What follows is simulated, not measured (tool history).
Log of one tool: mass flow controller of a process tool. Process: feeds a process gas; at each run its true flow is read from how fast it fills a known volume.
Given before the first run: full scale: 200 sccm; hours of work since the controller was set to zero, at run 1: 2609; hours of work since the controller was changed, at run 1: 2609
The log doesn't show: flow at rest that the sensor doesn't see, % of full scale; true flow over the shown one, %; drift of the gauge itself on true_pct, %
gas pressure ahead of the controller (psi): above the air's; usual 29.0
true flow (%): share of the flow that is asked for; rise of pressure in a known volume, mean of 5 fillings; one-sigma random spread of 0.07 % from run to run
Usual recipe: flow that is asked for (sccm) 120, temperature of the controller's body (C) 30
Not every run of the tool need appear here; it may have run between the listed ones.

| run | day | flow that is asked for (sccm) | gas pressure ahead of the controller (psi) | temperature of the controller's body (C) | hours of work since the controller was set to zero | hours of work since the controller was changed | true flow (%) |
|---|---|---|---|---|---|---|---|
| 1 | 0.000 | 120 | 29.0 | 30 | 2609 | 2609 | 99.34 |
| 2 | 5.462 | 120 | 29.0 | 30 | 2694 | 2694 | 99.45 |
| 3 | 9.621 | 120 | 29.0 | 30 | 2759 | 2759 | 99.43 |
| 4 | 12.246 | 24 | 29.0 | 30 | 2800 | 2800 | 98.91 |
| 5 | 15.138 | 120 | 29.0 | 21 | 2845 | 2845 | 100.12 |
| 6 | 17.962 | 120 | 29.0 | 27 | 2889 | 2889 | 99.59 |
| 7 | 21.050 | 120 | 29.0 | 27 | 2937 | 2937 | 99.56 |
| 8 | 23.842 | 120 | 29.0 | 30 | 2981 | 2981 | 99.53 |
| 9 | 28.075 | 120 | 29.0 | 30 | 3047 | 3047 | 99.53 |
| 10 | 33.338 | 120 | 29.0 | 30 | 3129 | 3129 | 99.38 |
| 11 | 37.383 | 120 | 29.0 | 30 | 3192 | 3192 | 99.43 |
| 12 | 42.121 | 120 | 29.0 | 30 | 3266 | 3266 | 99.45 |
| 13 | 45.279 | 182 | 29.0 | 30 | 3315 | 3315 | 99.72 |
| 14 | 49.788 | 120 | 29.0 | 21 | 3386 | 3386 | 100.32 |
| 15 | 54.475 | 28 | 29.0 | 30 | 3459 | 3459 | 99.08 |
| 16 | 59.421 | 120 | 29.0 | 30 | 3536 | 3536 | 99.40 |
| 17 | 65.108 | 120 | 29.0 | 30 | 3625 | 3625 | 99.68 |
| 18 | 70.729 | 25 | 32.9 | 30 | 3712 | 3712 | 99.25 |

Run 19, settings as shown, results not yet in. Your forecast:
| 19 | 73.308 | 121 | 32.9 | 34 | 3753 | 3753 | ? |

Run 19 measured true flow (%) 99.30.
If the tool had no hidden condition, the same run with the same run-to-run variation would have returned true flow (%) 99.02.

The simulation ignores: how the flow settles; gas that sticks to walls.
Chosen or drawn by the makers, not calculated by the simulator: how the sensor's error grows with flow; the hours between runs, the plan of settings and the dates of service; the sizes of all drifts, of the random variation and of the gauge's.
